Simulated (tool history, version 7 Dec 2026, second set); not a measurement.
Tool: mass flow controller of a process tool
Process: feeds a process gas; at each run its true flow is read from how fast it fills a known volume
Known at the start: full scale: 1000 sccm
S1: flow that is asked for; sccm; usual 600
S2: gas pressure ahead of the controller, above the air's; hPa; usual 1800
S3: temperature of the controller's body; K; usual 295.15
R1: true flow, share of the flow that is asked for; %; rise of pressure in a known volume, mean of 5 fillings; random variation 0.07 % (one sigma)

run	hour	S1	S2	S3	R1
1	0	600	1800	295.15	99.17
2	59.3	600	1800	295.15	99.3
3	153.1	600	1800	295.15	99.2
4	256.8	600	1800	295.15	99.09
5	348.9	600	1800	295.15	99.17
6	425.6	956	1630	296.15	99.8
7	477.4	956	1630	296.15	99.82
8	545.5	659	1640	311.15	99.91
9	636.8	659	1640	311.15	99.79
10	719.8	147	1640	299.15	98.69

Forecast each of these 3 alternatives for the next run:
A	824.8	950	1640	303.15	?
B	824.8	183	1640	305.15	?
C	824.8	147	2060	299.15	?

run	R1
A	100.07
B	99.15
C	98.95
Without the tool's hidden state the same runs would have given:
run	R1
A	100.03
B	98.72
C	98.4

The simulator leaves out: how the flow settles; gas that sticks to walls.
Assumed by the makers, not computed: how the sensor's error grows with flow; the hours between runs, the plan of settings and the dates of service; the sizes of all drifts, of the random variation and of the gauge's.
